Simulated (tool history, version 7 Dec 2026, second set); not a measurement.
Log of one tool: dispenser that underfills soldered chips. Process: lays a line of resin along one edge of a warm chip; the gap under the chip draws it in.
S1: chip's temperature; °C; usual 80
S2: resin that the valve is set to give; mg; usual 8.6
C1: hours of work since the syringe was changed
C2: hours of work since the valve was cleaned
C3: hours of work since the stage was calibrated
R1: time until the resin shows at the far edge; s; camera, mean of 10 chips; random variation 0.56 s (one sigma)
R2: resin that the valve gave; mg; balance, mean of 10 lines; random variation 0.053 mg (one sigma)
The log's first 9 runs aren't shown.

| run | day | S1 | S2 | C1 | C2 | C3 | R1 | R2 |
|---|---|---|---|---|---|---|---|---|
|  | 1.875 | new syringe of resin |
|  | 1.942 | dispensing valve cleaned and set on the balance |
| 10 | 2.046 | 80 | 8.6 | 2 | 2 | 92 | 56.2 | 8.55 |
|  | 2.238 | new syringe of resin |
| 11 | 2.329 | 80 | 9.84 | 2 | 7 | 96 | 51.8 | 9.82 |
|  | 2.571 | new syringe of resin |
| 12 | 2.654 | 80 | 9.84 | 1 | 12 | 102 | 52.5 | 9.72 |
|  | 2.9 | new syringe of resin |
| 13 | 2.908 | 80 | 8.6 | 0 | 17 | 106 | 46.7 | 8.42 |
| 14 | 3.175 | 80 | 8.6 | 5 | 21 | 111 | 66 | 8.41 |
|  | 3.229 | new syringe of resin |
| 15 | 3.388 | 81 | 8.6 | 3 | 25 | 115 | 55.8 | 8.36 |
|  | 3.562 | new syringe of resin |
| 16 | 3.646 | 80 | 8.6 | 1 | 29 | 119 | 53.1 | 8.32 |
| 17 | 3.846 | 80 | 8.6 | 5 | 33 | 123 | 69.1 | 8.37 |
|  | 3.888 | new syringe of resin |
| 18 | 4.012 | 69 | 9.02 | 2 | 36 | 125 | 85.7 | 8.76 |
|  | 4.225 | new syringe of resin |
| 19 | 4.229 | 80 | 9.03 | 0 | 39 | 129 | 46.3 | 8.72 |
| 20 | 4.429 | 80 | 9.03 | 4 | 43 | 133 | 60.1 | 8.64 |
|  | 4.55 | new syringe of resin |
| 21 | 4.754 | 93 | 10.01 | 4 | 48 | 138 | 38 | 9.57 |
|  | 4.871 | new syringe of resin |
| 22 | 5.021 | 73 | 7.64 | 3 | 53 | 143 | 76.6 | 7.26 |
|  | 5.183 | new syringe of resin |
| 23 | 5.183 | 73 | 7.64 | 0 | 56 | 145 | 64 | 7.28 |
| 24 | 5.367 | 73 | 7.64 | 3 | 59 | 149 | 81.4 | 7.24 |
|  | 5.512 | new syringe of resin |
| 25 | 5.646 | 73 | 7.64 | 2 | 64 | 153 | 76.6 | 7.21 |
|  | 5.85 | new syringe of resin |
| 26 | 5.942 | 92 | 10.76 | 2 | 69 | 158 | 34.2 | 10.17 |
| 27 | 6.108 | 72 | 8.53 | 5 | 72 | 161 | 88.5 | 7.97 |
|  | 6.167 | new syringe of resin |
| 28 | 6.258 | 74 | 10.32 | 2 | 74 | 164 | 65 | 9.72 |
|  | 6.496 | new syringe of resin |
| 29 | 6.538 | 67 | 10.55 | 1 | 79 | 169 | 81.9 | 9.85 |
| 30 | 6.725 | 66 | 9.63 | 4 | 82 | 172 | 110.7 | 9.07 |
|  | 6.812 | new syringe of resin |
| 31 | 6.917 | 66 | 10.32 | 2 | 85 | 175 | 91.6 | 9.55 |
| 32 | 7.096 | 86 | 10.32 | 5 | 89 | 178 | 52.7 | 9.56 |
|  | 7.129 | new syringe of resin |
| 33 | 7.271 | 80 | 8.52 | 3 | 91 | 181 | 57.5 | 7.8 |

5 ways to go on from here, each from the tool as it stands after run 33. What would each give?
|  | 7.442 | new syringe of resin |
| A | 7.533 | 68 | 8.76 | 2 | 96 | 186 | ? | ? |
|  | 7.442 | new syringe of resin |
| B | 7.533 | 74 | 8.6 | 2 | 96 | 186 | ? | ? |
|  | 7.442 | new syringe of resin |
| C | 7.533 | 79 | 9.56 | 2 | 96 | 186 | ? | ? |
|  | 7.442 | new syringe of resin |
| D | 7.533 | 82 | 8.03 | 2 | 96 | 186 | ? | ? |
|  | 7.442 | new syringe of resin |
| E | 7.533 | 80 | 10.78 | 2 | 96 | 186 | ? | ? |

| run | R1 | R2 |
|---|---|---|
| A | 84.2 | 8.08 |
| B | 66.5 | 7.88 |
| C | 54.8 | 8.73 |
| D | 49.7 | 7.43 |
| E | 52.5 | 9.94 |
Without the tool's hidden state the same runs would have given:
| run | R1 | R2 |
|---|---|---|
| A | 75.7 | 8.79 |
| B | 59.6 | 8.57 |
| C | 49.5 | 9.5 |
| D | 44.3 | 8.07 |
| E | 47.6 | 10.82 |

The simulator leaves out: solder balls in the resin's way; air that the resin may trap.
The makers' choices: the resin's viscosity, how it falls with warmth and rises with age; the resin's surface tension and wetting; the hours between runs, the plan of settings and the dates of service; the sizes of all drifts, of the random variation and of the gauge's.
